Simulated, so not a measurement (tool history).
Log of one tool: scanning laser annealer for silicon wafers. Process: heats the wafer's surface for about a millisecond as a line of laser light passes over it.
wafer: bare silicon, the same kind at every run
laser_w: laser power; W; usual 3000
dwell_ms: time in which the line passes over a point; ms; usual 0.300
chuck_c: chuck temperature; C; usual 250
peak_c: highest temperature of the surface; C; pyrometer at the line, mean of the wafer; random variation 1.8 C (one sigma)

{"run": 1, "hour": 0.0, "laser_w": 3000, "dwell_ms": 0.3, "chuck_c": 250, "peak_c": 925}
{"run": 2, "hour": 53.0, "laser_w": 3000, "dwell_ms": 0.3, "chuck_c": 250, "peak_c": 927}
{"run": 3, "hour": 78.9, "laser_w": 3000, "dwell_ms": 0.3, "chuck_c": 250, "peak_c": 923}
{"run": 4, "hour": 110.3, "laser_w": 3000, "dwell_ms": 0.3, "chuck_c": 250, "peak_c": 921}
{"hour": 137.8, "done": "window over the wafer cleaned"}
{"run": 5, "hour": 150.9, "laser_w": 3000, "dwell_ms": 0.3, "chuck_c": 250, "peak_c": 894}
{"run": 6, "hour": 198.0, "laser_w": 3000, "dwell_ms": 0.3, "chuck_c": 250, "peak_c": 894}
{"hour": 238.4, "done": "window over the wafer cleaned, once more"}
{"run": 7, "hour": 259.4, "laser_w": 3000, "dwell_ms": 0.3, "chuck_c": 250, "peak_c": 961}
{"run": 8, "hour": 301.0, "laser_w": 3000, "dwell_ms": 0.3, "chuck_c": 250, "peak_c": 957}
{"run": 9, "hour": 343.0, "laser_w": 3000, "dwell_ms": 0.3, "chuck_c": 250, "peak_c": 956}
{"run": 10, "hour": 373.5, "laser_w": 2994, "dwell_ms": 0.3, "chuck_c": 250, "peak_c": 951}
{"run": 11, "hour": 427.7, "laser_w": 2994, "dwell_ms": 0.3, "chuck_c": 250, "peak_c": 946}
{"run": 12, "hour": 454.7, "laser_w": 2994, "dwell_ms": 0.3, "chuck_c": 250, "peak_c": 947}
{"run": 13, "hour": 488.4, "laser_w": 3000, "dwell_ms": 0.3, "chuck_c": 255, "peak_c": 954}
{"run": 14, "hour": 527.1, "laser_w": 3000, "dwell_ms": 0.3, "chuck_c": 255, "peak_c": 947}
{"run": 15, "hour": 555.8, "laser_w": 3000, "dwell_ms": 0.3, "chuck_c": 255, "peak_c": 946}
{"hour": 566.4, "done": "optics aligned, line set to its width"}
{"run": 16, "hour": 585.4, "laser_w": 3000, "dwell_ms": 0.3, "chuck_c": 255, "peak_c": 956}
{"run": 17, "hour": 620.7, "laser_w": 3000, "dwell_ms": 0.237, "chuck_c": 250, "peak_c": 866}
{"run": 18, "hour": 677.5, "laser_w": 3000, "dwell_ms": 0.3, "chuck_c": 221, "peak_c": 918}
{"run": 19, "hour": 718.3, "laser_w": 3000, "dwell_ms": 0.3, "chuck_c": 221, "peak_c": 912}
{"run": 20, "hour": 778.7, "laser_w": 3127, "dwell_ms": 0.344, "chuck_c": 260, "peak_c": 1040}
{"run": 21, "hour": 837.8, "laser_w": 3070, "dwell_ms": 0.299, "chuck_c": 243, "peak_c": 949}
{"run": 22, "hour": 895.8, "laser_w": 3070, "dwell_ms": 0.299, "chuck_c": 243, "peak_c": 944}
{"run": 23, "hour": 932.9, "laser_w": 3029, "dwell_ms": 0.296, "chuck_c": 284, "peak_c": 969}
{"run": 24, "hour": 987.6, "laser_w": 3029, "dwell_ms": 0.296, "chuck_c": 243, "peak_c": 923}
{"hour": 1024.2, "done": "window over the wafer cleaned"}
{"run": 25, "hour": 1032.3, "laser_w": 2892, "dwell_ms": 0.22, "chuck_c": 210, "peak_c": 795}
{"run": 26, "hour": 1080.4, "laser_w": 2695, "dwell_ms": 0.236, "chuck_c": 229, "peak_c": 784}
{"run": 27, "hour": 1137.4, "laser_w": 2583, "dwell_ms": 0.229, "chuck_c": 251, "peak_c": 772}
{"run": 28, "hour": 1167.3, "laser_w": 2856, "dwell_ms": 0.3, "chuck_c": 250, "peak_c": 921}
{"run": 29, "hour": 1203.9, "laser_w": 2856, "dwell_ms": 0.3, "chuck_c": 250, "peak_c": 916}
{"run": 30, "hour": 1236.6, "laser_w": 2772, "dwell_ms": 0.298, "chuck_c": 273, "peak_c": 917}
{"run": 31, "hour": 1276.9, "laser_w": 3086, "dwell_ms": 0.298, "chuck_c": 285, "peak_c": 1005}
{"run": 32, "hour": 1314.3, "laser_w": 3086, "dwell_ms": 0.23, "chuck_c": 274, "peak_c": 903}
{"run": 33, "hour": 1345.4, "laser_w": 2806, "dwell_ms": 0.221, "chuck_c": 250, "peak_c": 799}
{"run": 34, "hour": 1396.0, "laser_w": 3218, "dwell_ms": 0.26, "chuck_c": 250, "peak_c": 946}
{"run": 35, "hour": 1453.3, "laser_w": 2699, "dwell_ms": 0.369, "chuck_c": 271, "peak_c": 960}
{"run": 36, "hour": 1480.2, "laser_w": 2699, "dwell_ms": 0.369, "chuck_c": 271, "peak_c": 957}

Forecast each of these 5 alternatives for the next run:
{"run": "A", "hour": 1524.2, "laser_w": 2680, "dwell_ms": 0.369, "chuck_c": 238, "peak_c": "?"}
{"run": "B", "hour": 1524.2, "laser_w": 2699, "dwell_ms": 0.267, "chuck_c": 271, "peak_c": "?"}
{"run": "C", "hour": 1524.2, "laser_w": 2852, "dwell_ms": 0.3, "chuck_c": 250, "peak_c": "?"}
{"run": "D", "hour": 1524.2, "laser_w": 2877, "dwell_ms": 0.369, "chuck_c": 271, "peak_c": "?"}
{"run": "E", "hour": 1524.2, "laser_w": 2699, "dwell_ms": 0.322, "chuck_c": 248, "peak_c": "?"}

run=A peak_c=914
run=B peak_c=845
run=C peak_c=902
run=D peak_c=1000
run=E peak_c=884
Without the tool's hidden state the same runs would have given:
run=A peak_c=949
run=B peak_c=875
run=C peak_c=936
run=D peak_c=1038
run=E peak_c=917

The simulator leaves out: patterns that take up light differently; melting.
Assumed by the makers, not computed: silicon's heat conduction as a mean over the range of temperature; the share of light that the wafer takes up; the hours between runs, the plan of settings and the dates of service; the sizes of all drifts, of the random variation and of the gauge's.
